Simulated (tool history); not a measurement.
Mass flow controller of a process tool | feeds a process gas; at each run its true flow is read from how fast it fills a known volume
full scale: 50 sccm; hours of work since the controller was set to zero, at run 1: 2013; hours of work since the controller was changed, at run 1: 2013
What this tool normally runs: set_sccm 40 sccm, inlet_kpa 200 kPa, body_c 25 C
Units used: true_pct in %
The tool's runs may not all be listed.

run,hour,set_sccm,inlet_kpa,body_c,hours of work since the controller was set to zero,hours of work since the controller was changed,true_pct
1,0,40,200,25,2013,2013,99.56
2,157,40,200,25,2079,2079,99.42
3,288.8,40,200,25,2135,2135,99.52
4,467,40,200,25,2211,2211,99.59
5,648.1,40,200,38,2287,2287,99.72
6,848.6,23,200,25,2372,2372,99.62
7,968.3,40,141,25,2423,2423,99.48
8,1078.2,40,163,25,2470,2470,99.6
9,1196.6,40,163,25,2520,2520,99.63
10,1362.7,40,252,25,2590,2590,99.38
11,1513.2,40,252,25,2654,2654,99.41
12,1672.8,40,252,25,2721,2721,99.37
13,1845.5,40,182,25,2795,2795,99.53
14,1990.6,12,182,25,2856,2856,100.91
15,2171.9,12,182,25,2933,2933,100.91
16,2288.8,12,182,25,2982,2982,100.76
17,2409.1,12,182,25,3033,3033,101.02
18,2571.1,12,182,25,3102,3102,100.79
19,2684.6,40,200,25,3150,3150,99.24
20,2849,40,200,25,3220,3220,99.44
21,3005.5,40,200,25,3286,3286,99.48
22,3127.1,40,200,25,3337,3337,99.38
23,3327,40,200,25,3422,3422,99.25
24,3427.9,37,200,25,3465,3465,99.42
25,3529.9,37,200,25,3508,3508,99.29
26,3657.1,37,200,25,3562,3562,99.27
27,3854.6,21,240,31,3645,3645,99.99
# hour 3866.5: controller's zero set anew
28,4006,21,240,31,59,3709,100.9
29,4197.1,21,240,31,140,3790,100.8
30,4327.9,8,187,34,195,3846,105.57
31,4491.7,40,198,25,265,3915,99.87
32,4596.5,40,198,25,309,3960,99.79
33,4746.3,40,198,25,373,4023,99.87
34,4956.6,8,160,37,462,4112,106.13
# hour 4997.2: controller's zero set anew, once more
35,5132,47,265,20,57,4186,98.23
36,5266.4,40,217,25,114,4243,98.09
37,5478.4,48,228,35,204,4333,98.45
38,5618.9,48,228,35,263,4392,98.47
39,5753.8,48,228,35,320,4449,98.53
40,5856,8,200,21,364,4493,97.81
41,6028.6,8,200,21,437,4566,97.9
42,6193.2,32,200,36,507,4636,98.37
43,6350,14,200,32,573,4702,98.05
44,6461.7,8,254,35,620,4749,98.39
45,6574.3,40,182,34,668,4797,98.27
46,6685.7,40,183,23,715,4844,98.12
47,6880.8,7,223,26,798,4927,98.53
48,6994.8,11,157,27,846,4975,98.26

How the hidden state differs across the entries between the runs, from the last listed run before each to the first after it:
In the gap between runs 27 and 28: controller's zero set anew (hour 3866.5)
  flow at rest that the sensor doesn't see, % of full scale: 0.771 -> 1.223; true flow over the shown one, %: -1.43 -> -1.45
  measured result minus the result with no hidden state, true_pct: +0.4 -> +1.46 %
In the gap between runs 34 and 35: controller's zero set anew, once more (hour 4997.2)
  flow at rest that the sensor doesn't see, % of full scale: 1.3 -> 0.026; true flow over the shown one, %: -1.61 -> -1.63
  measured result minus the result with no hidden state, true_pct: +6.53 -> -1.61 %

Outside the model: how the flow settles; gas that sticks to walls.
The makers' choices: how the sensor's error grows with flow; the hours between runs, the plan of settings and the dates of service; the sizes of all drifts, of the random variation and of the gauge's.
